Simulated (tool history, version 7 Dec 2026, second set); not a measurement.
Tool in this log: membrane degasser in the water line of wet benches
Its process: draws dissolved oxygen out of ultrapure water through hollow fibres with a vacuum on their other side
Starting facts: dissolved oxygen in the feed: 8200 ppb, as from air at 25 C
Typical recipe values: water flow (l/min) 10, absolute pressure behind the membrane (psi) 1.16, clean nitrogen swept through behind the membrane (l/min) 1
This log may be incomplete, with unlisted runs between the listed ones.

run    hour  water flow (l/min)  absolute pressure behind the membrane (psi)  clean nitrogen swept through behind the membrane (l/min)  dissolved oxygen in the water behind the degasser (ppb)  pressure that the water loses in the fibres (psi)
  1       0                  10                                         1.16                                                         1                                                    132.4                                              6.248
  2    78.6                  10                                         1.16                                                         1                                                    134.8                                              6.316
  3     164                  10                                         1.16                                                         1                                                    134.9                                              6.283
  4   207.8                  10                                         1.16                                                         1                                                    134.5                                              6.289
  5   288.3                  10                                         1.16                                                      0.62                                                    197.5                                              6.356
  6   380.1                  10                                         1.16                                                      0.62                                                    196.8                                              6.282
  7   424.9                  10                                         1.16                                                         1                                                    135.6                                              6.311
  8     527                   7                                         1.16                                                         1                                                     97.5                                              4.416
  9   620.2                  10                                         1.16                                                      0.57                                                    212.8                                              6.276
 10   708.6                  10                                         1.16                                                      0.57                                                    212.9                                              6.348
 11   800.1                  10                                         1.16                                                      0.57                                                    215.2                                              6.345
 12   905.5                  10                                         1.16                                                      0.57                                                    212.8                                              6.367
 13   958.5                  10                                         1.16                                                      0.57                                                    217.7                                               6.37
 14  1043.6                  10                                         1.16                                                      0.57                                                    212.6                                              6.338
 15  1126.3                  10                                         1.16                                                      0.57                                                    211.9                                              6.344
 16  1176.6                   6                                         1.16                                                      1.24                                                     70.8                                              3.799
 17    1262                   8                                        0.995                                                      1.77                                                     55.4                                              5.055
 18  1311.4                  10                                        0.892                                                      1.14                                                       84                                              6.274
 19  1374.7                  10                                        1.488                                                       0.4                                                    398.1                                              6.321
     1383.7  -- vacuum gauge calibrated
 20  1426.9                  10                                        1.488                                                       0.4                                                    409.1                                              6.357
 21  1503.8                   8                                         1.16                                                         1                                                    112.7                                              5.118
 22    1566                   8                                        1.186                                                      1.69                                                     75.9                                              5.076
 23  1660.1                  10                                        1.339                                                      2.77                                                     75.4                                              6.327
       1682  -- vacuum gauge calibrated, once more
 24  1721.5                  10                                        1.339                                                      2.77                                                     74.1                                              6.312
 25  1789.3                  10                                        1.339                                                      1.02                                                    162.8                                              6.345
 26  1859.3                   7                                        0.702                                                      0.98                                                     39.4                                              4.461
 27  1956.4                   7                                        1.597                                                       0.4                                                    332.2                                              4.431

Predict each of these 5 candidate next runs independently; none follows another, all start after run 27:
  A  2050.8                  10                                         1.16                                                      1.62                                                        ?                                                  ?
  B  2050.8                   7                                        2.872                                                      0.76                                                        ?                                                  ?
  C  2050.8                  11                                        1.597                                                      0.42                                                        ?                                                  ?
  D  2050.8                   7                                        1.597                                                       0.4                                                        ?                                                  ?
  E  2050.8                   7                                        1.037                                                      2.03                                                        ?                                                  ?

run  dissolved oxygen in the water behind the degasser (ppb)  pressure that the water loses in the fibres (psi)
  A                                                     91.7                                              6.325
  B                                                    392.4                                              4.435
  C                                                    449.4                                              6.986
  D                                                    328.1                                              4.432
  E                                                     45.6                                              4.454
Without the tool's hidden state the same runs would have given:
run  dissolved oxygen in the water behind the degasser (ppb)  pressure that the water loses in the fibres (psi)
  A                                                     85.9                                              6.264
  B                                                    360.3                                              4.392
  C                                                    437.3                                              6.918
  D                                                    308.7                                              4.389
  E                                                     41.4                                              4.411
